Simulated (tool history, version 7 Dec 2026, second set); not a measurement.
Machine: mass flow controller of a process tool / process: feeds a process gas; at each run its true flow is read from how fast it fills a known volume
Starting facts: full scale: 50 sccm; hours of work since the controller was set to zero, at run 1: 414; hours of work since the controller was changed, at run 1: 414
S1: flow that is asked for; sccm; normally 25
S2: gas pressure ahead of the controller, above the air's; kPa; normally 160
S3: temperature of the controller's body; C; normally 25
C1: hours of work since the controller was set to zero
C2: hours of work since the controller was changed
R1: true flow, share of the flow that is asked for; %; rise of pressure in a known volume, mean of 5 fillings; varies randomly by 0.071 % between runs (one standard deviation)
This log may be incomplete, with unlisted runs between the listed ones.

Run 1, day 0: usual settings; C1 414; C2 414. Result: R1 99.65 %.
Run 2, day 3.108: usual settings; C1 470; C2 470. Result: R1 99.59 %.
Run 3, day 5.538: usual settings but S3 22 C; C1 513; C2 513. Result: R1 99.81 %.
Run 4, day 7.158: usual settings but S3 29 C; C1 542; C2 542. Result: R1 99.19 %.
Run 5, day 9.283: usual settings but S3 29 C; C1 580; C2 580. Result: R1 99.25 %.
Run 6, day 11.717: usual settings; C1 624; C2 624. Result: R1 99.48 %.
Run 7, day 13.179: usual settings; C1 650; C2 650. Result: R1 99.48 %.
Run 8, day 15.246: usual settings but S1 29 sccm, S2 183 kPa; C1 687; C2 687. Result: R1 99.57 %.
Run 9, day 17.217: usual settings but S1 5 sccm, S2 140 kPa, S3 22 C; C1 722; C2 722. Result: R1 99.46 %.
Run 10, day 19.475: usual settings but S1 15 sccm; C1 763; C2 763. Result: R1 99.25 %.
Run 11, day 21.112: usual settings but S3 31 C; C1 792; C2 792. Result: R1 98.76 %.
Run 12, day 22.583: usual settings but S1 9 sccm, S2 237 kPa, S3 23 C; C1 819; C2 819. Result: R1 99.67 %.

Predict the results of run 13:
Run 13, day 24.517: usual settings but S1 9 sccm, S2 237 kPa, S3 23 C; C1 853; C2 853. Result: R1 ?.

R1: 99.74 %
On a tool with no hidden condition, and with the same random variation, this run would have come out at R1 100.12 %.

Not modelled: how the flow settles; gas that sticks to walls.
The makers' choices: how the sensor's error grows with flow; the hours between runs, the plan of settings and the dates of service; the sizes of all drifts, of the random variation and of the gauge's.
